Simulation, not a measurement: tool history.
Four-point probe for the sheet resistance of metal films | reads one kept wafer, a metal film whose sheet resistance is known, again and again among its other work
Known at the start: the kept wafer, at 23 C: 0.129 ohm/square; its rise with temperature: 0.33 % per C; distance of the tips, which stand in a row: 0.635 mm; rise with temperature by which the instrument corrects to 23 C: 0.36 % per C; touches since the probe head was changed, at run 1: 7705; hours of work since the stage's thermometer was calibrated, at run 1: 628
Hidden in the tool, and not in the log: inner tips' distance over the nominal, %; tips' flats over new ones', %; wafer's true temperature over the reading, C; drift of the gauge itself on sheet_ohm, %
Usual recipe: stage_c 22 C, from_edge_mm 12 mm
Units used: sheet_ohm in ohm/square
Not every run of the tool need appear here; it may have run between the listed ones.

run   hour  stage_c  from_edge_mm  touches since the probe head was changed  hours of work since the stage's thermometer was calibrated  sheet_ohm
  1    0.0       22            12                                      7705                                                         628   0.129326
  2    8.6       22            12                                      7998                                                         633   0.129258
  3   21.9       22             9                                      8450                                                         640   0.129475
  4   30.3       22            12                                      8736                                                         644   0.129297
  5   45.4       22            12                                      9251                                                         652   0.129319
  6   57.7       22            12                                      9671                                                         658   0.129320
  7   65.8       22            12                                      9944                                                         662   0.129327
  8   77.1       22            12                                     10331                                                         668   0.129247
  9   86.6       22            12                                     10652                                                         673   0.129284
 10   98.2       22            12                                     11048                                                         678   0.129284
 11  105.5       22            12                                     11297                                                         682   0.129280
 12  112.0       25            12                                     11518                                                         685   0.129153
 13  120.7       22            12                                     11815                                                         690   0.129302
 14  130.6       22            12                                     12153                                                         695   0.129285
 15  143.2       22            12                                     12582                                                         701   0.129260
 16  154.6       21            11                                     12967                                                         707   0.129345
 17  168.9       28            12                                     13456                                                         714   0.129079
 18  181.7       31             3                                     13893                                                         721   0.131753
 19  190.9       31             3                                     14204                                                         726   0.131830
 20  200.3       34            11                                     14526                                                         730   0.128890
 21  209.2       23            39                                     14829                                                         735   0.129005
 22  217.9       22            69                                     15124                                                         739   0.129060
 23  229.7       22             6                                     15525                                                         745   0.129839
 24  240.6       23             4                                     15897                                                         751   0.130721
 25  249.4       23            30                                     16198                                                         755   0.129033
 26  263.5       29            26                                     16676                                                         763   0.128804
 27  274.4       29            26                                     17049                                                         768   0.128799
 28  289.4       27            18                                     17558                                                         776   0.128956
 29  300.0       24             4                                     17919                                                         781   0.130641
 30  310.6       24             4                                     18279                                                         787   0.130689

4 ways to go on from here, each from the tool as it stands after run 30. What would each give?
  A  318.8       19             3                                     18561                                                         791          ?
  B  318.8       20            70                                     18561                                                         791          ?
  C  318.8       20             4                                     18561                                                         791          ?
  D  318.8       20            12                                     18561                                                         791          ?

run  sheet_ohm
  A   0.132155
  B   0.129056
  C   0.130757
  D   0.129283
The same runs, with their run-to-run variation unchanged, on a tool lacking any hidden condition would have given:
run  sheet_ohm
  A   0.132187
  B   0.129087
  C   0.130788
  D   0.129314
